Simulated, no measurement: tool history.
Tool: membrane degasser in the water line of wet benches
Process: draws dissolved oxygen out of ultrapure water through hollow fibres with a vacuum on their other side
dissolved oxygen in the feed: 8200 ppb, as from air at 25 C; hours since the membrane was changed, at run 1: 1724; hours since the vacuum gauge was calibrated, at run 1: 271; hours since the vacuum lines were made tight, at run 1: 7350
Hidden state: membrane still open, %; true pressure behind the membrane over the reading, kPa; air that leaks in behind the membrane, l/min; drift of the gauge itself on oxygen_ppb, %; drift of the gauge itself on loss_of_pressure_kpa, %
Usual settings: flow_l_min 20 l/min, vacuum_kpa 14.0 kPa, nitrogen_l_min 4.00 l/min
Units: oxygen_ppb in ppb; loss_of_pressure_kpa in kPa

run    hour  flow_l_min  vacuum_kpa  nitrogen_l_min  hours since the membrane was changed  hours since the vacuum gauge was calibrated  hours since the vacuum lines were made tight  oxygen_ppb  loss_of_pressure_kpa
  1     0.0          20        14.0            4.00                                  1724                                          271                                          7350       133.7                 35.90
  2   151.3          20        14.0            1.79                                  1875                                          422                                          7501       274.4                 35.71
  3   286.5          26        14.0            4.00                                  2010                                          557                                          7637       180.2                 46.53
  4   436.9          26        14.0            4.00                                  2161                                          708                                          7787       174.3                 46.58
  5   556.0          29        14.0            4.00                                  2280                                          827                                          7906       198.7                 51.60
  6   665.4          29        14.0            4.00                                  2389                                          936                                          8016       201.5                 51.34
  7   758.5          29        14.0            4.00                                  2482                                         1029                                          8109       199.7                 51.62
  8   849.7          20        14.0            4.00                                  2574                                         1121                                          8200       132.8                 35.59
  9   961.0          20        14.0            4.00                                  2685                                         1232                                          8311       131.1                 35.27
 10  1099.6          20        22.3            2.34                                  2823                                         1371                                          8450       374.6                 35.71
 11  1253.4          20        10.0            2.49                                  2977                                         1524                                          8604       134.1                 35.29
 12  1387.4          20        10.0            2.49                                  3111                                         1658                                          8738       132.8                 35.43
 13  1469.0          13        25.7            3.42                                  3193                                         1740                                          8819       205.9                 22.87
 14  1585.1          16        21.0            5.39                                  3309                                         1856                                          8935       130.6                 28.28
 15  1662.1          16        20.9            1.69                                  3386                                         1933                                          9012       387.1                 27.89
 16  1749.5          31        14.0            4.00                                  3473                                         2020                                          9100       216.1                 54.46

Run 17 comes next. What will it give?
 17  1909.4          25        11.7            4.00                                  3633                                         2180                                          9260           ?                     ?

Run 17 gave oxygen_ppb 133.5 ppb, loss_of_pressure_kpa 43.73 kPa.
Without the tool's hidden state the same run would have given oxygen_ppb 133.4 ppb, loss_of_pressure_kpa 44.83 kPa.
